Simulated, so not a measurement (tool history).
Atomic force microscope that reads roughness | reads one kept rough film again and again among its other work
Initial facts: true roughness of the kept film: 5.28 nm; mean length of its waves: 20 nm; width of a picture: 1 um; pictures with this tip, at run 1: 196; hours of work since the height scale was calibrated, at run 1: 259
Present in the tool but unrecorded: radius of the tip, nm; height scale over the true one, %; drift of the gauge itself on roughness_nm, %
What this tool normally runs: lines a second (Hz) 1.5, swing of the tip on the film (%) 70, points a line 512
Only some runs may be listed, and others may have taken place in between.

run	day	lines a second (Hz)	swing of the tip on the film (%)	points a line	pictures with this tip	hours of work since the height scale was calibrated	roughness of the kept film (nm (root mean square))
1	0	1.5	70	512	196	259	3.934
# day 0.296: new tip fitted
2	2.062	1.5	70	512	97	298	3.952
3	3.108	1.5	70	512	155	318	3.951
# day 4.292: new tip fitted
4	4.454	1.5	69	512	8	344	3.992
5	6.933	1.5	69	512	145	391	3.981
6	8.025	1.5	68	512	205	412	3.99
# day 8.271: new tip fitted
7	10.167	1.5	68	512	104	453	4.032
# day 12.15: new tip fitted
8	12.154	1.5	68	512	1	490	3.986
9	13.917	1.5	70	730	98	524	3.992
# day 16.096: new tip fitted
10	16.479	1.5	81	730	21	573	3.858
11	18.879	1.5	81	730	153	619	3.845
# day 20.046: new tip fitted
12	20.046	1.5	81	730	0	641	3.826
13	21.488	3.45	70	512	80	668	3.732
14	23.817	3.45	70	512	208	713	3.749
# day 23.996: new tip fitted
15	24.971	3.45	59	647	53	735	3.968
16	27.204	0.91	59	891	176	777	4.095
# day 27.962: new tip fitted
17	28.838	0.91	59	891	48	808	4.13
18	29.9	0.91	59	891	107	829	4.089
19	31.683	1.5	63	527	205	863	4.024
# day 31.9: new tip fitted
20	33.375	3.25	70	981	81	895	3.788
21	35.2	2.13	58	711	182	930	4.016
# day 35.746: new tip fitted
22	36.246	1.5	58	857	28	949	4.107
23	37.358	1.5	60	857	89	971	4.064
24	38.767	2.35	70	791	167	997	3.891
# day 39.7: new tip fitted
25	41.125	0.62	55	261	79	1042	3.995
26	42.175	0.62	55	261	137	1062	3.991
# day 43.579: new tip fitted
27	44.538	1.67	70	512	53	1107	3.942
# day 44.9: height scale calibrated on a step standard
28	46.404	0.67	82	271	153	29	3.876

Across each entry between runs, compare the hidden state at the last listed run before it with the hidden state at the first listed run after it:
Run 1 -> run 2: new tip fitted (day 0.296)
  radius of the tip, nm: 5.1 -> 5
Run 3 -> run 4: new tip fitted (day 4.292)
  radius of the tip, nm: 5.1 -> 5
Run 6 -> run 7: new tip fitted (day 8.271)
  radius of the tip, nm: 5.1 -> 5
Run 7 -> run 8: new tip fitted (day 12.15)
  both runs share identical hidden conditions
Run 9 -> run 10: new tip fitted (day 16.096)
  height scale over the true one, %: 0 -> -0.01
Run 11 -> run 12: new tip fitted (day 20.046)
  radius of the tip, nm: 5.1 -> 5
Run 14 -> run 15: new tip fitted (day 23.996)
  radius of the tip, nm: 5.1 -> 5
Run 16 -> run 17: new tip fitted (day 27.962)
  radius of the tip, nm: 5.1 -> 5
Run 19 -> run 20: new tip fitted (day 31.9)
  radius of the tip, nm: 5.1 -> 5
Run 21 -> run 22: new tip fitted (day 35.746)
  radius of the tip, nm: 5.1 -> 5
Run 24 -> run 25: new tip fitted (day 39.7)
  radius of the tip, nm: 5.1 -> 5
Run 26 -> run 27: new tip fitted (day 43.579)
  both runs share identical hidden conditions
Run 27 -> run 28: height scale calibrated on a step standard (day 44.9)
  radius of the tip, nm: 5 -> 5.1; height scale over the true one, %: -0.01 -> 0
